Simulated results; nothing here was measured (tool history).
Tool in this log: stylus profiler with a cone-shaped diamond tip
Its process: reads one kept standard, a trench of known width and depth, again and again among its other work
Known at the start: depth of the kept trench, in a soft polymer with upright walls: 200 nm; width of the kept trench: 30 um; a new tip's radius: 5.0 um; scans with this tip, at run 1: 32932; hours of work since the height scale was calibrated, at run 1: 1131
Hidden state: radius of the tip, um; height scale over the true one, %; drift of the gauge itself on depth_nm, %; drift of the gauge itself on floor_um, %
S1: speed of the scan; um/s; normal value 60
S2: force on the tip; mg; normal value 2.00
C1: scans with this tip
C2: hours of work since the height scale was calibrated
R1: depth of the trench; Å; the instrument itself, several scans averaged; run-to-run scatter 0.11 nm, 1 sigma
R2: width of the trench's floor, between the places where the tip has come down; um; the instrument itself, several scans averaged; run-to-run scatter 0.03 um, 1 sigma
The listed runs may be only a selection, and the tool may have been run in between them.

Run 1, hour 0.0: usual settings; C1 32932; C2 1131. Result: R1 2030.7 Å, R2 25.86 um.
Run 2, hour 101.2: usual settings; C1 33872; C2 1206. Result: R1 2028.3 Å, R2 25.79 um.
Run 3, hour 212.9: usual settings but S2 1.41 mg; C1 34911; C2 1288. Result: R1 2027.1 Å, R2 25.72 um.
At hour 244.5: new tip fitted, height scale calibrated.
Run 4, hour 313.9: usual settings but S2 1.41 mg; C1 645; C2 51. Result: R1 2018.0 Å, R2 26.84 um.
Run 5, hour 390.4: usual settings; C1 1356; C2 108. Result: R1 2022.6 Å, R2 26.88 um.
Run 6, hour 460.6: usual settings but S2 5.18 mg; C1 2009; C2 159. Result: R1 2038.4 Å, R2 26.96 um.
Run 7, hour 550.2: usual settings but S2 5.18 mg; C1 2841; C2 225. Result: R1 2040.5 Å, R2 26.88 um.
Run 8, hour 664.3: usual settings but S1 177 um/s, S2 5.18 mg; C1 3902; C2 309. Result: R1 2042.5 Å, R2 26.53 um.
At hour 674.1: height scale calibrated on a step standard.
Run 9, hour 756.8: usual settings but S1 24 um/s; C1 4757; C2 61. Result: R1 2023.6 Å, R2 26.95 um.
Run 10, hour 846.2: usual settings but S1 24 um/s; C1 5588; C2 127. Result: R1 2024.0 Å, R2 26.91 um.
Run 11, hour 905.2: usual settings but S1 24 um/s; C1 6137; C2 170. Result: R1 2024.6 Å, R2 26.89 um.
At hour 926.9: height scale calibrated on a step standard, once more.
Run 12, hour 1010.1: usual settings but S1 24 um/s; C1 7107; C2 61. Result: R1 2023.0 Å, R2 26.83 um.
Run 13, hour 1129.4: usual settings but S1 24 um/s; C1 8216; C2 149. Result: R1 2020.5 Å, R2 26.83 um.
Run 14, hour 1206.3: usual settings but S1 15 um/s, S2 1.15 mg; C1 8931; C2 206. Result: R1 2015.9 Å, R2 26.77 um.
Run 15, hour 1266.2: usual settings but S1 15 um/s, S2 1.15 mg; C1 9488; C2 250. Result: R1 2016.9 Å, R2 26.79 um.
Run 16, hour 1333.9: usual settings but S1 179 um/s, S2 3.77 mg; C1 10117; C2 300. Result: R1 2034.6 Å, R2 26.18 um.
Run 17, hour 1389.1: usual settings but S1 179 um/s, S2 5.95 mg; C1 10630; C2 341. Result: R1 2046.1 Å, R2 26.35 um.

Alternative continuations, all from the tool just after run 17; predict every row:
Run A, hour 1461.1: usual settings but S1 42 um/s, S2 2.73 mg; C1 11300; C2 394. Result: R1 ?, R2 ?.
Run B, hour 1461.1: usual settings but S1 92 um/s; C1 11300; C2 394. Result: R1 ?, R2 ?.
Run C, hour 1461.1: usual settings but S1 18 um/s, S2 3.85 mg; C1 11300; C2 394. Result: R1 ?, R2 ?.
Run D, hour 1461.1: usual settings but S1 46 um/s, S2 0.77 mg; C1 11300; C2 394. Result: R1 ?, R2 ?.
Run E, hour 1461.1: usual settings but S1 238 um/s, S2 0.86 mg; C1 11300; C2 394. Result: R1 ?, R2 ?.

run      R1     R2
  A  2026.2  26.64
  B  2023.7  26.34
  C  2036.0  26.73
  D  2014.6  26.45
  E  2016.0  24.97
Without the tool's unlogged condition, the same runs would have read:
run      R1     R2
  A  2022.8  27.02
  B  2020.4  26.72
  C  2032.6  27.11
  D  2011.3  26.83
  E  2012.6  25.35
